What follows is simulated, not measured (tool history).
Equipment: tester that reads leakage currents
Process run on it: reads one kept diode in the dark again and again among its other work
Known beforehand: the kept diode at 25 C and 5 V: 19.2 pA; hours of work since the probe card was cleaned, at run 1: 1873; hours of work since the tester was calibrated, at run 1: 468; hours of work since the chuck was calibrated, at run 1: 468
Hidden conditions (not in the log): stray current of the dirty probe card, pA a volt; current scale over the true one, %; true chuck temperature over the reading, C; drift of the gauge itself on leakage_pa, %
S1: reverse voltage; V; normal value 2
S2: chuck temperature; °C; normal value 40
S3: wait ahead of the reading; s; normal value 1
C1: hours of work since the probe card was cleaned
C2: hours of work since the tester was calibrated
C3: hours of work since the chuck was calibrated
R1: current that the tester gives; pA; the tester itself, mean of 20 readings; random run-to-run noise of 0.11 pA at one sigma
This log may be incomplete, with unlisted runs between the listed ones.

run,hour,S1,S2,S3,C1,C2,C3,R1
1,0,2,40,1,1873,468,468,34.84
2,204,2,40,1,2035,630,630,34.91
# hour 231.5: probe card cleaned and baked
3,320.2,2,43,1,70,720,720,38.83
# hour 474.3: chuck's temperature calibrated
4,504.2,2,43,1,215,864,24,40.68
5,636.2,2,43,1,319,969,128,40.59
6,799.8,2,43,5.73,449,1099,258,40.07
7,954.6,2,43,5.73,572,1222,381,39.95
8,1160.9,2,43,5.73,736,1385,545,40.16
9,1366.5,2,43,5.73,899,1548,708,40.09
10,1499,2,40,1,1004,1654,813,33.37
# hour 1546.7: chuck's temperature calibrated
11,1587.5,18.19,41,1.49,1072,1722,32,143.03
12,1775.1,2,58,0.33,1221,1871,181,104.38
13,1886.1,7.26,40,9.26,1309,1959,269,75.87
14,2012.4,5.44,40,0.64,1409,2059,369,65.69
15,2141.6,5.44,40,0.64,1512,2162,472,66.01
16,2309.6,1.66,33,0.47,1645,2295,605,20.87
17,2413.4,2,46,2.41,1728,2377,687,50.11
18,2512.5,3.05,39,1.86,1806,2456,766,42.69
# hour 2607: chuck's temperature calibrated
19,2687.5,3.05,39,1.86,1943,2593,64,44.57

Below are 4 alternative next runs, each starting from the tool's condition after run 19. Predict each:
# hour 2829.6: probe card cleaned and baked
A,2870.8,2.34,48,1.18,33,2736,207,?
# hour 2829.6: probe card cleaned and baked
B,2870.8,2.69,53,0.32,33,2736,207,?
# hour 2829.6: probe card cleaned and baked
C,2870.8,8.16,39,1.86,33,2736,207,?
# hour 2829.6: probe card cleaned and baked
D,2870.8,2,40,1.66,33,2736,207,?

run,R1
A,60.94
B,92.1
C,70.59
D,33.21
With no hidden state in the tool, these same runs would have given:
run,R1
A,59.69
B,90.22
C,68.99
D,32.52
